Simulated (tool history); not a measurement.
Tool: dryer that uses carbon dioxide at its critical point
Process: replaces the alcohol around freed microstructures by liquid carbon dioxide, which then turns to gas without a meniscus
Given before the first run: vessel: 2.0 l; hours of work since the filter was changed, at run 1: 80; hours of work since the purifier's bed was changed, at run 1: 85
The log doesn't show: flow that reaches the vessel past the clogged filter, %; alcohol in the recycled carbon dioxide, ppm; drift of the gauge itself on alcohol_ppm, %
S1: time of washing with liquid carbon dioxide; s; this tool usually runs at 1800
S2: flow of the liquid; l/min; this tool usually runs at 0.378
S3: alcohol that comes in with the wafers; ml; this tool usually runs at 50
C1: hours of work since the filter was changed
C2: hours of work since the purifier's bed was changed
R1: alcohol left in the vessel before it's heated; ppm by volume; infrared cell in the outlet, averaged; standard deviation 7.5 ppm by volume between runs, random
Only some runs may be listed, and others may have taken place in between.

{"run": 1, "hour": 0.0, "S1": 1800, "S2": 0.378, "S3": 50, "C1": 80, "C2": 85, "R1": 447}
{"run": 2, "hour": 32.5, "S1": 1800, "S2": 0.524, "S3": 50, "C1": 91, "C2": 97, "R1": 98}
{"run": 3, "hour": 62.5, "S1": 1800, "S2": 0.378, "S3": 50, "C1": 102, "C2": 107, "R1": 471}
{"run": 4, "hour": 89.9, "S1": 1800, "S2": 0.378, "S3": 29, "C1": 112, "C2": 117, "R1": 286}
{"run": 5, "hour": 110.5, "S1": 1800, "S2": 0.378, "S3": 50, "C1": 119, "C2": 124, "R1": 484}
{"run": 6, "hour": 130.1, "S1": 1800, "S2": 0.378, "S3": 50, "C1": 126, "C2": 131, "R1": 484}
{"run": 7, "hour": 155.2, "S1": 1800, "S2": 0.378, "S3": 50, "C1": 134, "C2": 140, "R1": 483}
{"run": 8, "hour": 177.7, "S1": 1800, "S2": 0.378, "S3": 50, "C1": 142, "C2": 148, "R1": 489}
{"run": 9, "hour": 199.2, "S1": 1800, "S2": 0.378, "S3": 50, "C1": 150, "C2": 155, "R1": 506}
{"run": 10, "hour": 216.5, "S1": 1800, "S2": 0.378, "S3": 50, "C1": 156, "C2": 161, "R1": 504}
{"run": 11, "hour": 245.7, "S1": 1800, "S2": 0.378, "S3": 50, "C1": 166, "C2": 172, "R1": 522}
{"run": 12, "hour": 270.2, "S1": 1800, "S2": 0.378, "S3": 50, "C1": 175, "C2": 180, "R1": 547}
{"run": 13, "hour": 289.2, "S1": 1800, "S2": 0.378, "S3": 50, "C1": 181, "C2": 187, "R1": 542}
{"run": 14, "hour": 324.0, "S1": 1800, "S2": 0.378, "S3": 50, "C1": 194, "C2": 199, "R1": 551}
{"run": 15, "hour": 362.4, "S1": 1800, "S2": 0.378, "S3": 50, "C1": 207, "C2": 213, "R1": 582}
{"run": 16, "hour": 384.1, "S1": 1800, "S2": 0.378, "S3": 24, "C1": 215, "C2": 220, "R1": 291}
{"run": 17, "hour": 408.7, "S1": 1800, "S2": 0.378, "S3": 50, "C1": 223, "C2": 229, "R1": 585}
{"run": 18, "hour": 448.0, "S1": 1920, "S2": 0.378, "S3": 50, "C1": 237, "C2": 243, "R1": 470}
{"run": 19, "hour": 482.7, "S1": 1920, "S2": 0.378, "S3": 50, "C1": 249, "C2": 255, "R1": 494}
{"run": 20, "hour": 517.5, "S1": 1800, "S2": 0.471, "S3": 52, "C1": 261, "C2": 267, "R1": 265}
{"run": 21, "hour": 555.8, "S1": 1800, "S2": 0.308, "S3": 52, "C1": 275, "C2": 280, "R1": 1386}
{"run": 22, "hour": 591.8, "S1": 1800, "S2": 0.308, "S3": 52, "C1": 287, "C2": 293, "R1": 1405}

Expected results for the next run?
{"run": 23, "hour": 610.3, "S1": 1380, "S2": 0.395, "S3": 50, "C1": 294, "C2": 299, "R1": "?"}

Run 23 yielded R1 1401 ppm by volume.
With no hidden state in the tool, this same run would have given R1 872 ppm by volume.

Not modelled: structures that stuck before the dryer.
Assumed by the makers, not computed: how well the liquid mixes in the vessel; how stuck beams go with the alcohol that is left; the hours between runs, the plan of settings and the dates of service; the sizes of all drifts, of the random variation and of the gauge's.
